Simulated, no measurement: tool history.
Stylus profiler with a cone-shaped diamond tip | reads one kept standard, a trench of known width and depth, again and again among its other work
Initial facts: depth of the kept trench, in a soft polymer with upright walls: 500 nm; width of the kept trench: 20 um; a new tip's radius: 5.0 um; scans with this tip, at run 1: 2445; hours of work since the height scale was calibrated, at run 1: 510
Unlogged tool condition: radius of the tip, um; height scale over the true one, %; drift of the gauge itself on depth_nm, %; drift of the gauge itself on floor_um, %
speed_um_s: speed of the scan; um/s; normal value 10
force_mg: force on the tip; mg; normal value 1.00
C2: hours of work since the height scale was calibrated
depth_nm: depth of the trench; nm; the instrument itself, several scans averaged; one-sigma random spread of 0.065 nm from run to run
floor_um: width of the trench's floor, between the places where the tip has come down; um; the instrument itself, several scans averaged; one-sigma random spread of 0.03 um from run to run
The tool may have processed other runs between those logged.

Run 1, hour 0.0: usual settings; scans with this tip 2445; C2 510. Result: depth_nm 501.70 nm, floor_um 15.33 um.
Run 2, hour 23.1: usual settings but speed_um_s 24 um/s; scans with this tip 2524; C2 526. Result: depth_nm 501.55 nm, floor_um 15.23 um.
Run 3, hour 33.4: usual settings but force_mg 0.88 mg; scans with this tip 2559; C2 534. Result: depth_nm 501.39 nm, floor_um 15.31 um.
Run 4, hour 45.4: usual settings but force_mg 0.88 mg; scans with this tip 2600; C2 542. Result: depth_nm 501.42 nm, floor_um 15.32 um.
Run 5, hour 65.9: usual settings but force_mg 0.88 mg; scans with this tip 2670; C2 557. Result: depth_nm 501.42 nm, floor_um 15.26 um.
Run 6, hour 87.6: usual settings but speed_um_s 17 um/s; scans with this tip 2744; C2 572. Result: depth_nm 501.67 nm, floor_um 15.30 um.
Run 7, hour 100.3: usual settings but speed_um_s 17 um/s; scans with this tip 2788; C2 582. Result: depth_nm 501.49 nm, floor_um 15.24 um.
Run 8, hour 113.7: usual settings but speed_um_s 17 um/s; scans with this tip 2833; C2 591. Result: depth_nm 501.52 nm, floor_um 15.24 um.
Run 9, hour 124.9: usual settings; scans with this tip 2872; C2 599. Result: depth_nm 501.63 nm, floor_um 15.28 um.
Run 10, hour 143.5: usual settings; scans with this tip 2935; C2 612. Result: depth_nm 501.57 nm, floor_um 15.21 um.
Run 11, hour 153.9: usual settings but force_mg 1.19 mg; scans with this tip 2971; C2 620. Result: depth_nm 501.83 nm, floor_um 15.25 um.
Run 12, hour 168.7: usual settings but speed_um_s 4 um/s; scans with this tip 3022; C2 630. Result: depth_nm 501.47 nm, floor_um 15.30 um.
Run 13, hour 186.7: usual settings but speed_um_s 4 um/s; scans with this tip 3083; C2 643. Result: depth_nm 501.55 nm, floor_um 15.23 um.
Run 14, hour 199.1: usual settings; scans with this tip 3126; C2 652. Result: depth_nm 501.61 nm, floor_um 15.22 um.
Run 15, hour 209.9: usual settings; scans with this tip 3162; C2 660. Result: depth_nm 501.59 nm, floor_um 15.20 um.
Run 16, hour 232.7: usual settings but speed_um_s 34 um/s; scans with this tip 3240; C2 676. Result: depth_nm 501.46 nm, floor_um 15.11 um.
Run 17, hour 246.5: usual settings but speed_um_s 34 um/s; scans with this tip 3288; C2 686. Result: depth_nm 501.58 nm, floor_um 15.05 um.
Run 18, hour 265.7: usual settings but force_mg 0.66 mg; scans with this tip 3353; C2 699. Result: depth_nm 500.92 nm, floor_um 15.17 um.
Run 19, hour 278.5: usual settings but force_mg 0.66 mg; scans with this tip 3397; C2 709. Result: depth_nm 500.87 nm, floor_um 15.17 um.
Run 20, hour 290.4: usual settings but force_mg 0.66 mg; scans with this tip 3438; C2 717. Result: depth_nm 500.97 nm, floor_um 15.16 um.
Run 21, hour 308.9: usual settings but speed_um_s 17 um/s, force_mg 0.66 mg; scans with this tip 3501; C2 730. Result: depth_nm 500.74 nm, floor_um 15.13 um.
Run 22, hour 320.1: usual settings; scans with this tip 3539; C2 738. Result: depth_nm 501.39 nm, floor_um 15.14 um.
Run 23, hour 336.5: usual settings but speed_um_s 2 um/s; scans with this tip 3595; C2 750. Result: depth_nm 501.55 nm, floor_um 15.18 um.
Run 24, hour 351.9: usual settings; scans with this tip 3648; C2 761. Result: depth_nm 501.42 nm, floor_um 15.13 um.
Run 25, hour 370.5: usual settings; scans with this tip 3711; C2 774. Result: depth_nm 501.46 nm, floor_um 15.12 um.
Run 26, hour 383.5: usual settings; scans with this tip 3756; C2 784. Result: depth_nm 501.44 nm, floor_um 15.15 um.
Run 27, hour 401.0: usual settings but speed_um_s 3 um/s, force_mg 0.83 mg; scans with this tip 3816; C2 796. Result: depth_nm 501.07 nm, floor_um 15.17 um.
Run 28, hour 415.5: usual settings but speed_um_s 27 um/s; scans with this tip 3865; C2 806. Result: depth_nm 501.36 nm, floor_um 15.02 um.
Run 29, hour 426.9: usual settings but speed_um_s 27 um/s; scans with this tip 3904; C2 814. Result: depth_nm 501.31 nm, floor_um 15.07 um.
At hour 429.1: height scale calibrated on a step standard.
Run 30, hour 437.4: usual settings but speed_um_s 3 um/s, force_mg 0.98 mg; scans with this tip 3938; C2 6. Result: depth_nm 501.00 nm, floor_um 15.14 um.
Run 31, hour 448.4: usual settings but speed_um_s 7 um/s, force_mg 0.70 mg; scans with this tip 3976; C2 14. Result: depth_nm 500.59 nm, floor_um 15.06 um.
Run 32, hour 468.1: usual settings but speed_um_s 18 um/s, force_mg 2.99 mg; scans with this tip 4043; C2 28. Result: depth_nm 503.73 nm, floor_um 15.07 um.
Run 33, hour 478.7: usual settings but speed_um_s 8 um/s, force_mg 0.83 mg; scans with this tip 4080; C2 35. Result: depth_nm 500.64 nm, floor_um 15.11 um.
At hour 501.0: height scale calibrated on a step standard, once more.
Run 34, hour 501.0: usual settings but speed_um_s 8 um/s, force_mg 0.83 mg; scans with this tip 4154; C2 0. Result: depth_nm 502.41 nm, floor_um 15.07 um.
Run 35, hour 515.1: usual settings but speed_um_s 6 um/s, force_mg 0.89 mg; scans with this tip 4203; C2 10. Result: depth_nm 502.43 nm, floor_um 15.09 um.
Run 36, hour 533.3: usual settings but speed_um_s 13 um/s, force_mg 0.78 mg; scans with this tip 4265; C2 23. Result: depth_nm 502.36 nm, floor_um 15.03 um.
Run 37, hour 553.2: usual settings but speed_um_s 7 um/s, force_mg 2.82 mg; scans with this tip 4333; C2 37. Result: depth_nm 505.05 nm, floor_um 15.05 um.
Run 38, hour 573.4: usual settings but speed_um_s 7 um/s, force_mg 2.82 mg; scans with this tip 4402; C2 52. Result: depth_nm 505.11 nm, floor_um 15.03 um.
Run 39, hour 590.7: usual settings but speed_um_s 11 um/s, force_mg 2.08 mg; scans with this tip 4461; C2 64. Result: depth_nm 504.16 nm, floor_um 15.06 um.
Run 40, hour 612.2: usual settings but speed_um_s 20 um/s, force_mg 2.08 mg; scans with this tip 4535; C2 79. Result: depth_nm 504.17 nm, floor_um 15.06 um.
Run 41, hour 623.0: usual settings but speed_um_s 20 um/s, force_mg 2.08 mg; scans with this tip 4571; C2 87. Result: depth_nm 504.20 nm, floor_um 14.96 um.
Run 42, hour 642.3: usual settings but speed_um_s 7 um/s; scans with this tip 4637; C2 101. Result: depth_nm 502.59 nm, floor_um 15.01 um.
Run 43, hour 661.1: usual settings but speed_um_s 7 um/s; scans with this tip 4702; C2 114. Result: depth_nm 502.44 nm, floor_um 15.02 um.
Run 44, hour 675.9: usual settings but speed_um_s 13 um/s, force_mg 2.13 mg; scans with this tip 4752; C2 125. Result: depth_nm 504.22 nm, floor_um 15.07 um.
Run 45, hour 697.8: usual settings but speed_um_s 13 um/s, force_mg 2.13 mg; scans with this tip 4827; C2 140. Result: depth_nm 504.14 nm, floor_um 14.98 um.

Measured result minus the same run's result without the hidden state. Both carry the same run-to-run variation, though not necessarily the same gauge scatter:
run  depth_nm  floor_um
  1     -0.80     -0.29
  2     -0.81     -0.30
  3     -0.83     -0.30
  4     -0.83     -0.30
  5     -0.84     -0.32
  6     -0.86     -0.33
  7     -0.87     -0.34
  8     -0.87     -0.35
  9     -0.88     -0.35
 10     -0.90     -0.35
 11     -0.91     -0.36
 12     -0.92     -0.36
 13     -0.92     -0.38
 14     -0.94     -0.39
 15     -0.94     -0.38
 16     -0.95     -0.40
 17     -0.96     -0.41
 18     -0.98     -0.41
 19     -0.98     -0.42
 20     -0.99     -0.42
 21     -1.01     -0.44
 22     -1.02     -0.44
 23     -1.03     -0.44
 24     -1.04     -0.45
 25     -1.05     -0.46
 26     -1.06     -0.47
 27     -1.07     -0.48
 28     -1.08     -0.48
 29     -1.09     -0.49
 30     -1.48     -0.49
 31     -1.49     -0.50
 32     -1.50     -0.51
 33     -1.50     -0.51
 34     +0.18     -0.53
 35     +0.18     -0.53
 36     +0.16     -0.54
 37     +0.15     -0.55
 38     +0.14     -0.55
 39     +0.13     -0.57
 40     +0.11     -0.58
 41     +0.11     -0.58
 42     +0.09     -0.59
 43     +0.08     -0.60
 44     +0.07     -0.60
 45     +0.06     -0.61

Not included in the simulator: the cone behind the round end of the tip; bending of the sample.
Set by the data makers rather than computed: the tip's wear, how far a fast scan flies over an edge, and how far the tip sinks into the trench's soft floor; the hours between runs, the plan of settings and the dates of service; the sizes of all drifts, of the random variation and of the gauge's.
